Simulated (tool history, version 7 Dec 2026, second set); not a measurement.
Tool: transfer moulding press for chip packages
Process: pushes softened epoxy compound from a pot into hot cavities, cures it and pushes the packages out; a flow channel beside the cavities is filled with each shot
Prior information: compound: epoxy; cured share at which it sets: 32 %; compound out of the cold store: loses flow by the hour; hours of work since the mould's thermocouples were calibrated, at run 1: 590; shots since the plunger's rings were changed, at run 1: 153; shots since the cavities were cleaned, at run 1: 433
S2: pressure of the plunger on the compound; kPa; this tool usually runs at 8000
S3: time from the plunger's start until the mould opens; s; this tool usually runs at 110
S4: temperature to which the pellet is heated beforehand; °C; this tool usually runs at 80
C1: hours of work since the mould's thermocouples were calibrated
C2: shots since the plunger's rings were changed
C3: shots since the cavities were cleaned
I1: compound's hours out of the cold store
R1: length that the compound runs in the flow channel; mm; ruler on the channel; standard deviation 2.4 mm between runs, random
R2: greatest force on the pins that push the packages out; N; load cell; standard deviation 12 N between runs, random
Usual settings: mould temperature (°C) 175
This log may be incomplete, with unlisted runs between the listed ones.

run 1 hour=0 | mould_temperature_(°C)=175 S2=8000 S3=110 S4=80 | C1=590 C2=153 C3=433 | I1=11.8 | R1=818 R2=868
-- hour=11.6 mould's thermocouples calibrated
-- hour=16.1 cavities cleaned with cleaning compound and waxed
run 2 hour=31.4 | mould_temperature_(°C)=175 S2=8000 S3=110 S4=80 | C1=11 C2=430 C3=151 | I1=18.1 | R1=794 R2=708
run 3 hour=65.4 | mould_temperature_(°C)=175 S2=8000 S3=110 S4=80 | C1=32 C2=769 C3=490 | I1=20.2 | R1=784 R2=877
-- hour=75.8 cavities cleaned with cleaning compound and waxed
run 4 hour=82.8 | mould_temperature_(°C)=175 S2=8000 S3=110 S4=80 | C1=41 C2=926 C3=69 | I1=47.9 | R1=714 R2=652
run 5 hour=113.1 | mould_temperature_(°C)=175 S2=8000 S3=110 S4=80 | C1=60 C2=1228 C3=371 | I1=40.4 | R1=729 R2=776
-- hour=133.9 cavities cleaned with cleaning compound and waxed
run 6 hour=142.3 | mould_temperature_(°C)=175 S2=8000 S3=110 S4=80 | C1=76 C2=1502 C3=83 | I1=27.1 | R1=764 R2=698
run 7 hour=163.4 | mould_temperature_(°C)=175 S2=8000 S3=110 S4=80 | C1=89 C2=1712 C3=293 | I1=14.1 | R1=790 R2=811
run 8 hour=180.2 | mould_temperature_(°C)=175 S2=8000 S3=110 S4=80 | C1=99 C2=1879 C3=460 | I1=9.7 | R1=803 R2=916
-- hour=192.6 cavities cleaned with cleaning compound and waxed
run 9 hour=200.9 | mould_temperature_(°C)=175 S2=8000 S3=110 S4=80 | C1=111 C2=2070 C3=82 | I1=47.4 | R1=703 R2=654
-- hour=205.5 mould's thermocouples calibrated, once more
run 10 hour=224.4 | mould_temperature_(°C)=175 S2=8000 S3=110 S4=80 | C1=11 C2=2283 C3=295 | I1=12.6 | R1=786 R2=739
-- hour=253.7 cavities cleaned with cleaning compound and waxed
run 11 hour=259 | mould_temperature_(°C)=175 S2=8000 S3=110 S4=80 | C1=31 C2=2612 C3=53 | I1=8.5 | R1=796 R2=654
run 12 hour=285 | mould_temperature_(°C)=175 S2=8000 S3=110 S4=80 | C1=47 C2=2870 C3=311 | I1=15.8 | R1=773 R2=776
-- hour=312.2 cavities cleaned with cleaning compound and waxed
run 13 hour=312.2 | mould_temperature_(°C)=175 S2=8000 S3=110 S4=80 | C1=63 C2=3126 C3=0 | I1=38.6 | R1=710 R2=600
run 14 hour=326 | mould_temperature_(°C)=175 S2=8000 S3=110 S4=80 | C1=71 C2=3263 C3=137 | I1=22.6 | R1=751 R2=685
run 15 hour=356 | mould_temperature_(°C)=171 S2=7350 S3=110 S4=80 | C1=89 C2=3561 C3=435 | I1=11.5 | R1=763 R2=1147
-- hour=370.4 cavities cleaned with cleaning compound and waxed
run 16 hour=375.2 | mould_temperature_(°C)=169 S2=8000 S3=110 S4=80 | C1=100 C2=3737 C3=47 | I1=41.9 | R1=721 R2=978
run 17 hour=392.4 | mould_temperature_(°C)=168 S2=8000 S3=112 S4=77 | C1=110 C2=3907 C3=217 | I1=15.8 | R1=795 R2=1270
run 18 hour=410.8 | mould_temperature_(°C)=172 S2=8000 S3=139 S4=72 | C1=121 C2=4090 C3=400 | I1=36.1 | R1=719 R2=661
-- hour=429.1 cavities cleaned with cleaning compound and waxed
run 19 hour=430.7 | mould_temperature_(°C)=178 S2=8000 S3=139 S4=72 | C1=132 C2=4273 C3=16 | I1=37.6 | R1=689 R2=481
run 20 hour=448.1 | mould_temperature_(°C)=171 S2=8000 S3=137 S4=80 | C1=143 C2=4446 C3=189 | I1=38.9 | R1=711 R2=623
run 21 hour=462 | mould_temperature_(°C)=173 S2=8280 S3=110 S4=80 | C1=151 C2=4585 C3=328 | I1=44.9 | R1=696 R2=859
-- hour=483.8 plunger's sealing rings changed
run 22 hour=484 | mould_temperature_(°C)=173 S2=8280 S3=110 S4=80 | C1=163 C2=2 C3=521 | I1=10.5 | R1=850 R2=1010
-- hour=491.5 cavities cleaned with cleaning compound and waxed
run 23 hour=510.8 | mould_temperature_(°C)=177 S2=8000 S3=99 S4=80 | C1=178 C2=253 C3=192 | I1=21.4 | R1=780 R2=789
run 24 hour=536.6 | mould_temperature_(°C)=180 S2=8000 S3=110 S4=82 | C1=194 C2=509 C3=448 | I1=31.4 | R1=736 R2=643
-- hour=549.4 cavities cleaned with cleaning compound and waxed
run 25 hour=555.3 | mould_temperature_(°C)=170 S2=8000 S3=110 S4=76 | C1=204 C2=680 C3=58 | I1=9.6 | R1=847 R2=991
run 26 hour=578.4 | mould_temperature_(°C)=176 S2=8360 S3=131 S4=74 | C1=218 C2=910 C3=288 | I1=12.2 | R1=820 R2=606
run 27 hour=596.6 | mould_temperature_(°C)=180 S2=6950 S3=107 S4=71 | C1=229 C2=1090 C3=468 | I1=25.2 | R1=696 R2=670

Below, some changes in R1 between adjacent runs. For each, the amount present without the hidden state too (settings, incoming material, random variation) and the amount remaining for the hidden state with gauge scatter not shared by both compared results:
Hidden conditions of the tool in this case: true mould temperature over the reading, C; pressure that reaches the compound, % of what is set; grip of the stained cavities, % over clean ones'; drift of the gauge itself on flow_mm, %; drift of the gauge itself on push_out_n, %.
Run 9 -> 10: mould's thermocouples calibrated, once more. R1 +83 mm: hidden state -8, all else +91.
Run 21 -> 22: plunger's sealing rings changed. R1 +154 mm: hidden state +53, all else +101.
Run 26 -> 27: mould temperature (°C) 176 -> 180, S2 8360 -> 6950, S3 131 -> 107, S4 74 -> 71. R1 -124 mm: hidden state -1, all else -123.
